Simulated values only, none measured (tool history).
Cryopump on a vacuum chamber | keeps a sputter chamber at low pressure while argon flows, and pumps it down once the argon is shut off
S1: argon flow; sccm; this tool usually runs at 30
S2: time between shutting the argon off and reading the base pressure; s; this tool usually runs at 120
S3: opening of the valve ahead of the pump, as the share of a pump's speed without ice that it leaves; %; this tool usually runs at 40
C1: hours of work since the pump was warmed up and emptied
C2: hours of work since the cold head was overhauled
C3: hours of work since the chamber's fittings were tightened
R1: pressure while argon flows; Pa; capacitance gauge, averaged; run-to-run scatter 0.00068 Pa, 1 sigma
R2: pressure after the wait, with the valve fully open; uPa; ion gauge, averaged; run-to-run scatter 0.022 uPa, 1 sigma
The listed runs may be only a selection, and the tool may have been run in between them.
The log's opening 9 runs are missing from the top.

run     day  S1   S2  S3   C1    C2    C3      R1    R2
     23.962  -- leaking fittings of the chamber tightened, without venting
 10  24.079  30  120  23  295  1750     2  0.2133  0.69
 11  26.088  30  120  23  334  1789    42  0.2165  0.69
     26.879  -- pump warmed up, emptied and cooled again
 12  29.758  30  120  28   56  1857   110  0.1676  0.68
 13  31.871  30  120  28   98  1899   151  0.1715  0.74
 14  34.517  30  120  28  150  1950   203  0.1710  0.74
 15  36.158  30  120  28  182  1983   235  0.1708  0.81
 16  38.133  30  120  52  221  2021   274  0.0982  0.81
 17  41.038  30  120  52  278  2078   331  0.1006  0.90
 18  43.050  16  154  52  317  2118   370  0.0538  0.84
     44.533  -- pump warmed up, emptied and cooled again
 19  46.379  16   26  31   36  2179   432  0.0808  1.98
 20  48.792  31  192  24   84  2227   479  0.2041  0.81
 21  51.429  31  192  24  135  2278   531  0.2040  0.85
 22  53.071  21  108  23  168  2310   563  0.1462  1.04
 23  56.112  27   61  31  227  2370   623  0.1425  1.33
 24  59.492  34  262  40  293  2436   689  0.1434  0.99
 25  61.546  20  257  40  334  2477   729  0.0860  1.06
     62.162  -- pump warmed up, emptied and cooled again
 26  64.900  20  257  40   54  2538   791  0.0782  0.97
 27  67.204  19  120  16   99  2584   836  0.1846  1.12
 28  69.800  19   66  50  150  2635   887  0.0622  1.38
 29  73.229  29   36  16  217  2702   954  0.2868  1.92
 30  75.642  29   36  16  264  2749  1002  0.2921  2.08
 31  78.554  29   36  16  322  2806  1059  0.2907  2.11
     79.892  -- pump warmed up, emptied and cooled again
 32  81.454  29   36  16   31  2859  1112  0.2793  1.96
 33  84.350  16   45  40   87  2916  1168  0.0643  1.82
 34  87.296  18   78  22  145  2974  1226  0.1286  1.53

Predict each of these 3 candidate next runs independently; none follows another, all start after run 34:
  A  90.333  18  78  16  205  3033  1286   ?   ?
  B  90.333  35  52  51  205  3033  1286   ?   ?
  C  90.333  19  62  17  205  3033  1286   ?   ?

run      R1    R2
  A  0.1780  1.63
  B  0.1161  1.89
  C  0.1785  1.77
The same runs, with their run-to-run variation unchanged, on a tool lacking any hidden condition would have given:
run      R1    R2
  A  0.1732  0.73
  B  0.1068  0.98
  C  0.1735  0.87
